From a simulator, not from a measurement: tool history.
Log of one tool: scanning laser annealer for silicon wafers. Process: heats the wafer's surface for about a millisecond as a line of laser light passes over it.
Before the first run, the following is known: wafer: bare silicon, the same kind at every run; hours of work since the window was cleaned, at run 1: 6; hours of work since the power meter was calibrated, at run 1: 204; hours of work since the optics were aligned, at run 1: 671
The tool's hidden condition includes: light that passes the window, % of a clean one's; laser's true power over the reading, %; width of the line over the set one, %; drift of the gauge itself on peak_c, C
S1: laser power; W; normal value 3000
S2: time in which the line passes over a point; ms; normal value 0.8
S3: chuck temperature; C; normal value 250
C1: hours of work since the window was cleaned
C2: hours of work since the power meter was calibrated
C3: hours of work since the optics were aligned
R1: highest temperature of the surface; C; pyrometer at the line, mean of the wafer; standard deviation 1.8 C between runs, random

| run | hour | S1 | S2 | S3 | C1 | C2 | C3 | R1 |
|---|---|---|---|---|---|---|---|---|
| 1 | 0 | 3000 | 0.8 | 250 | 6 | 204 | 671 | 973 |
| 2 | 10.3 | 3000 | 0.8 | 250 | 10 | 209 | 676 | 971 |
| 3 | 18.8 | 3000 | 0.8 | 250 | 14 | 213 | 680 | 972 |
| 4 | 25.9 | 3000 | 0.8 | 250 | 18 | 216 | 683 | 974 |
| 5 | 38.1 | 3000 | 0.662 | 250 | 23 | 222 | 689 | 910 |
| 6 | 46 | 3000 | 0.662 | 250 | 27 | 226 | 693 | 912 |
| 7 | 51.6 | 3000 | 0.8 | 247 | 30 | 228 | 695 | 969 |
| 8 | 58.1 | 2803 | 0.8 | 250 | 33 | 231 | 698 | 918 |
| 9 | 71 | 3000 | 0.8 | 288 | 39 | 237 | 704 | 1011 |
| 10 | 77.6 | 3000 | 0.8 | 288 | 42 | 240 | 707 | 1008 |
| 11 | 90.7 | 3000 | 0.8 | 288 | 48 | 247 | 713 | 1010 |
| 12 | 100.2 | 3000 | 0.8 | 288 | 53 | 251 | 718 | 1010 |
| 13 | 106.8 | 3000 | 0.8 | 288 | 56 | 254 | 721 | 1008 |
| 14 | 117.6 | 3000 | 0.8 | 288 | 61 | 259 | 726 | 1005 |
| 15 | 125.8 | 3000 | 0.8 | 288 | 64 | 263 | 730 | 1009 |
| 16 | 139.2 | 3000 | 0.8 | 217 | 71 | 269 | 736 | 935 |
| 17 | 146.2 | 3000 | 0.8 | 217 | 74 | 272 | 739 | 937 |
| 18 | 153.9 | 3000 | 0.8 | 217 | 78 | 276 | 743 | 938 |
| 19 | 162.9 | 3000 | 0.8 | 217 | 82 | 280 | 747 | 935 |
| 20 | 171.8 | 3000 | 0.8 | 217 | 86 | 284 | 751 | 936 |
| 21 | 178 | 2756 | 0.75 | 286 | 89 | 287 | 754 | 917 |
| 22 | 187.6 | 2664 | 0.921 | 250 | 93 | 292 | 759 | 920 |
| 23 | 197.1 | 3000 | 0.915 | 250 | 98 | 296 | 763 | 1014 |
| 24 | 204.5 | 2919 | 0.673 | 273 | 101 | 300 | 767 | 918 |
| 25 | 217.2 | 2625 | 0.915 | 273 | 107 | 306 | 773 | 919 |
| 26 | 228.2 | 2625 | 0.915 | 273 | 112 | 311 | 778 | 922 |
| 27 | 240.8 | 2625 | 0.915 | 273 | 118 | 317 | 784 | 922 |
| 28 | 250.1 | 2625 | 0.915 | 273 | 123 | 321 | 788 | 922 |
| 29 | 256.9 | 2625 | 0.915 | 273 | 126 | 324 | 791 | 923 |
| 30 | 265.7 | 2992 | 0.628 | 246 | 130 | 328 | 795 | 887 |
| 31 | 278.6 | 3000 | 0.813 | 211 | 136 | 334 | 801 | 930 |
| 32 | 288.7 | 3000 | 0.918 | 220 | 141 | 339 | 806 | 980 |
| 33 | 298.2 | 3000 | 0.8 | 215 | 145 | 343 | 810 | 932 |
| 34 | 308.8 | 3000 | 0.8 | 234 | 150 | 348 | 815 | 947 |
| 35 | 315.7 | 2652 | 0.715 | 221 | 153 | 352 | 819 | 805 |

The logged runs with the hidden state left out (each run's random variation unchanged):
| run | R1 |
|---|---|
| 1 | 983 |
| 2 | 982 |
| 3 | 983 |
| 4 | 985 |
| 5 | 921 |
| 6 | 923 |
| 7 | 981 |
| 8 | 929 |
| 9 | 1024 |
| 10 | 1021 |
| 11 | 1023 |
| 12 | 1024 |
| 13 | 1022 |
| 14 | 1019 |
| 15 | 1023 |
| 16 | 950 |
| 17 | 952 |
| 18 | 954 |
| 19 | 950 |
| 20 | 951 |
| 21 | 931 |
| 22 | 935 |
| 23 | 1031 |
| 24 | 933 |
| 25 | 934 |
| 26 | 938 |
| 27 | 938 |
| 28 | 939 |
| 29 | 940 |
| 30 | 903 |
| 31 | 949 |
| 32 | 1000 |
| 33 | 951 |
| 34 | 967 |
| 35 | 821 |
